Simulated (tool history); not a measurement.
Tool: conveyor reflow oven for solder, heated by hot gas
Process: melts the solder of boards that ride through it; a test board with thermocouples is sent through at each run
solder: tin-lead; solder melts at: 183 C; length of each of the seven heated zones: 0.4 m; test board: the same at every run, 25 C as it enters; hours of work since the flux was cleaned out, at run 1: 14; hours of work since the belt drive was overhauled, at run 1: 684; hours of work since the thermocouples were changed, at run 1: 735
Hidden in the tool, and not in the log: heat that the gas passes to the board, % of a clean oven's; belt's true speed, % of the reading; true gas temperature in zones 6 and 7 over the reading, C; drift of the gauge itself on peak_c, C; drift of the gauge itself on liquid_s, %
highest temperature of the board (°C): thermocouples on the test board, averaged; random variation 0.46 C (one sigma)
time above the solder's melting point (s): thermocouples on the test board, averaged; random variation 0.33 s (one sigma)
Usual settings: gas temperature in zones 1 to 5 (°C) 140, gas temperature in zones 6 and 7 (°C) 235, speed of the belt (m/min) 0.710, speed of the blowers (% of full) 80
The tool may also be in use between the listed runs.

| run | hour | gas temperature in zones 1 to 5 (°C) | gas temperature in zones 6 and 7 (°C) | speed of the belt (m/min) | speed of the blowers (% of full) | hours of work since the flux was cleaned out | hours of work since the belt drive was overhauled | hours of work since the thermocouples were changed | highest temperature of the board (°C) | time above the solder's melting point (s) |
|---|---|---|---|---|---|---|---|---|---|---|
| 1 | 0.0 | 140 | 235 | 0.710 | 80 | 14 | 684 | 735 | 218.8 | 52.5 |
| 2 | 69.9 | 140 | 244 | 0.710 | 80 | 46 | 717 | 768 | 228.1 | 57.4 |
| 3 | 147.9 | 140 | 244 | 0.710 | 80 | 83 | 753 | 804 | 227.9 | 57.2 |
| 4 | 223.1 | 140 | 235 | 0.710 | 80 | 118 | 788 | 840 | 220.2 | 52.5 |
| 5 | 285.3 | 140 | 235 | 0.710 | 54 | 147 | 817 | 869 | 213.4 | 47.9 |
| 6 | 355.6 | 140 | 235 | 0.710 | 54 | 180 | 850 | 902 | 213.2 | 47.9 |
| 7 | 415.4 | 140 | 235 | 0.710 | 54 | 208 | 878 | 930 | 213.2 | 47.4 |
| 8 | 457.7 | 140 | 235 | 0.710 | 54 | 228 | 898 | 950 | 213.4 | 47.0 |
| 9 | 503.1 | 140 | 235 | 0.710 | 54 | 249 | 920 | 971 | 213.5 | 48.0 |
| 10 | 540.4 | 140 | 235 | 0.710 | 54 | 267 | 937 | 988 | 213.4 | 47.5 |
| 11 | 581.9 | 140 | 235 | 0.710 | 54 | 286 | 956 | 1008 | 213.1 | 48.2 |
|  | 629.3 | flux residue cleaned out of gas plates and filters |
| 12 | 652.4 | 140 | 235 | 0.710 | 80 | 11 | 987 | 1038 | 220.2 | 52.5 |
| 13 | 728.4 | 140 | 235 | 0.710 | 64 | 46 | 1023 | 1074 | 216.0 | 50.0 |
| 14 | 783.2 | 140 | 235 | 0.710 | 64 | 72 | 1048 | 1100 | 217.3 | 50.5 |
| 15 | 855.4 | 140 | 235 | 0.710 | 89 | 106 | 1082 | 1134 | 221.2 | 54.0 |
| 16 | 908.7 | 140 | 235 | 0.710 | 89 | 131 | 1107 | 1159 | 220.7 | 53.2 |
| 17 | 982.7 | 140 | 238 | 0.762 | 89 | 166 | 1142 | 1193 | 221.2 | 49.8 |
| 18 | 1030.5 | 149 | 227 | 0.710 | 66 | 188 | 1164 | 1216 | 212.1 | 49.8 |
| 19 | 1110.0 | 149 | 223 | 0.753 | 66 | 225 | 1202 | 1253 | 206.4 | 42.9 |
| 20 | 1165.1 | 140 | 235 | 0.809 | 90 | 251 | 1227 | 1279 | 217.0 | 44.1 |
| 21 | 1245.1 | 127 | 235 | 0.710 | 80 | 289 | 1265 | 1316 | 217.5 | 47.5 |
|  | 1294.1 | flux residue cleaned out of gas plates and filters |
| 22 | 1296.3 | 126 | 245 | 0.710 | 80 | 1 | 1287 | 1338 | 225.4 | 52.4 |
| 23 | 1363.0 | 139 | 235 | 0.768 | 80 | 32 | 1318 | 1369 | 217.5 | 46.2 |
| 24 | 1430.1 | 150 | 235 | 0.597 | 80 | 64 | 1349 | 1401 | 225.5 | 71.9 |
| 25 | 1482.9 | 140 | 244 | 0.710 | 56 | 88 | 1374 | 1425 | 221.1 | 53.5 |
| 26 | 1524.8 | 140 | 235 | 0.647 | 60 | 108 | 1394 | 1445 | 218.6 | 57.6 |
|  | 1563.3 | thermocouples of zones 6 and 7 changed |
| 27 | 1596.8 | 131 | 230 | 0.710 | 80 | 141 | 1427 | 16 | 213.5 | 46.4 |
| 28 | 1633.1 | 140 | 235 | 0.710 | 76 | 158 | 1444 | 33 | 218.0 | 52.2 |
| 29 | 1707.9 | 150 | 233 | 0.710 | 76 | 193 | 1479 | 68 | 218.4 | 55.3 |
|  | 1739.3 | belt drive overhauled, speed set with a stopwatch |
| 30 | 1761.5 | 150 | 229 | 0.710 | 71 | 216 | 10 | 91 | 214.9 | 53.0 |

How the hidden state differs across the entries between the runs, from the last listed run before each to the first after it:
Between runs 11 and 12: flux residue cleaned out of gas plates and filters (hour 629.3)
  heat that the gas passes to the board, % of a clean oven's: 99.1 -> 100; belt's true speed, % of the reading: 99.81 -> 99.8
Between runs 21 and 22: flux residue cleaned out of gas plates and filters (hour 1294.1)
  heat that the gas passes to the board, % of a clean oven's: 99.2 -> 100; true gas temperature in zones 6 and 7 over the reading, C: -0.26 -> -0.27
Between runs 26 and 27: thermocouples of zones 6 and 7 changed (hour 1563.3)
  heat that the gas passes to the board, % of a clean oven's: 99.7 -> 99.6; true gas temperature in zones 6 and 7 over the reading, C: -0.29 -> -0.05
Between runs 29 and 30: belt drive overhauled, speed set with a stopwatch (hour 1739.3)
  heat that the gas passes to the board, % of a clean oven's: 99.4 -> 99.3; belt's true speed, % of the reading: 99.71 -> 100
